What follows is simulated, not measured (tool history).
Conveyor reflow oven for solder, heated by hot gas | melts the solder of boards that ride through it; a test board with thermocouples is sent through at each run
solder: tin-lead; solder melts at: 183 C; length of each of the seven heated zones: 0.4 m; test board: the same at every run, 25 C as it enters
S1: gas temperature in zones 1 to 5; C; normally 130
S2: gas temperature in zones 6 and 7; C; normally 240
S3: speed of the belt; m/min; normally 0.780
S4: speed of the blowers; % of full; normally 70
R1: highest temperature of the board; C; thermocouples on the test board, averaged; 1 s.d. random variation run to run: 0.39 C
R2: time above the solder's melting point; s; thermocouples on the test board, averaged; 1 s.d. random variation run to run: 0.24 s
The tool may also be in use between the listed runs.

{"run": 1, "day": 0.0, "S1": 130, "S2": 240, "S3": 0.78, "S4": 70, "R1": 223.1, "R2": 48.0}
{"run": 2, "day": 0.3, "S1": 130, "S2": 240, "S3": 0.78, "S4": 57, "R1": 218.3, "R2": 44.3}
{"run": 3, "day": 0.567, "S1": 130, "S2": 240, "S3": 0.78, "S4": 57, "R1": 218.7, "R2": 44.1}
{"run": 4, "day": 1.154, "S1": 130, "S2": 240, "S3": 0.848, "S4": 57, "R1": 214.6, "R2": 38.2}
{"run": 5, "day": 1.492, "S1": 130, "S2": 240, "S3": 0.848, "S4": 57, "R1": 214.8, "R2": 38.3}
{"run": 6, "day": 1.842, "S1": 130, "S2": 240, "S3": 0.848, "S4": 57, "R1": 215.0, "R2": 38.2}
{"run": 7, "day": 2.154, "S1": 130, "S2": 240, "S3": 0.66, "S4": 70, "R1": 228.6, "R2": 60.0}
{"run": 8, "day": 2.429, "S1": 130, "S2": 240, "S3": 0.66, "S4": 70, "R1": 228.4, "R2": 60.0}
{"run": 9, "day": 2.85, "S1": 130, "S2": 240, "S3": 0.78, "S4": 70, "R1": 222.4, "R2": 47.1}
{"run": 10, "day": 3.146, "S1": 130, "S2": 240, "S3": 0.78, "S4": 75, "R1": 224.4, "R2": 48.9}
{"run": 11, "day": 3.471, "S1": 118, "S2": 240, "S3": 0.78, "S4": 70, "R1": 221.7, "R2": 43.9}
{"run": 12, "day": 3.758, "S1": 130, "S2": 233, "S3": 0.78, "S4": 70, "R1": 217.1, "R2": 43.8}
{"run": 13, "day": 4.179, "S1": 130, "S2": 240, "S3": 0.78, "S4": 70, "R1": 223.2, "R2": 47.3}
{"run": 14, "day": 4.6, "S1": 130, "S2": 244, "S3": 0.78, "S4": 70, "R1": 226.3, "R2": 49.3}
{"run": 15, "day": 5.1, "S1": 130, "S2": 240, "S3": 0.78, "S4": 56, "R1": 217.9, "R2": 43.4}
{"run": 16, "day": 5.55, "S1": 130, "S2": 240, "S3": 0.78, "S4": 58, "R1": 218.4, "R2": 44.4}
{"run": 17, "day": 5.929, "S1": 130, "S2": 232, "S3": 0.78, "S4": 58, "R1": 211.4, "R2": 39.8}
{"run": 18, "day": 6.212, "S1": 143, "S2": 228, "S3": 0.926, "S4": 74, "R1": 211.0, "R2": 35.8}
{"run": 19, "day": 6.675, "S1": 139, "S2": 228, "S3": 0.926, "S4": 63, "R1": 206.6, "R2": 31.1}
{"run": 20, "day": 7.25, "S1": 139, "S2": 228, "S3": 0.926, "S4": 63, "R1": 206.0, "R2": 30.9}
{"run": 21, "day": 7.817, "S1": 130, "S2": 231, "S3": 0.78, "S4": 66, "R1": 214.0, "R2": 41.9}
{"run": 22, "day": 8.117, "S1": 130, "S2": 231, "S3": 0.78, "S4": 66, "R1": 213.1, "R2": 41.9}
{"run": 23, "day": 8.462, "S1": 130, "S2": 240, "S3": 0.78, "S4": 70, "R1": 223.2, "R2": 47.6}
{"run": 24, "day": 8.929, "S1": 141, "S2": 241, "S3": 0.864, "S4": 86, "R1": 227.2, "R2": 47.3}
{"run": 25, "day": 9.288, "S1": 130, "S2": 229, "S3": 0.656, "S4": 70, "R1": 218.1, "R2": 54.6}
{"run": 26, "day": 9.854, "S1": 130, "S2": 229, "S3": 0.656, "S4": 70, "R1": 218.7, "R2": 54.5}
{"run": 27, "day": 10.292, "S1": 130, "S2": 229, "S3": 0.638, "S4": 70, "R1": 218.3, "R2": 57.1}
{"run": 28, "day": 10.704, "S1": 130, "S2": 229, "S3": 0.638, "S4": 70, "R1": 219.3, "R2": 56.8}
{"run": 29, "day": 11.046, "S1": 130, "S2": 229, "S3": 0.762, "S4": 68, "R1": 213.7, "R2": 43.4}
{"run": 30, "day": 11.612, "S1": 130, "S2": 229, "S3": 0.762, "S4": 68, "R1": 213.1, "R2": 42.8}
{"run": 31, "day": 12.033, "S1": 130, "S2": 243, "S3": 0.78, "S4": 77, "R1": 228.1, "R2": 50.4}
{"run": 32, "day": 12.521, "S1": 130, "S2": 242, "S3": 0.78, "S4": 62, "R1": 221.8, "R2": 47.0}

Here are 3 independent what-if runs from the current tool condition. What would each one return?
{"run": "A", "day": 12.925, "S1": 129, "S2": 240, "S3": 0.78, "S4": 83, "R1": "?", "R2": "?"}
{"run": "B", "day": 12.925, "S1": 142, "S2": 240, "S3": 0.78, "S4": 57, "R1": "?", "R2": "?"}
{"run": "C", "day": 12.925, "S1": 130, "S2": 240, "S3": 0.78, "S4": 78, "R1": "?", "R2": "?"}

run=A R1=227.0 R2=49.4
run=B R1=221.1 R2=49.1
run=C R1=226.1 R2=49.3
Had the tool no hidden state, the same runs would have come out as:
run=A R1=227.0 R2=49.3
run=B R1=221.0 R2=49.0
run=C R1=226.1 R2=49.3
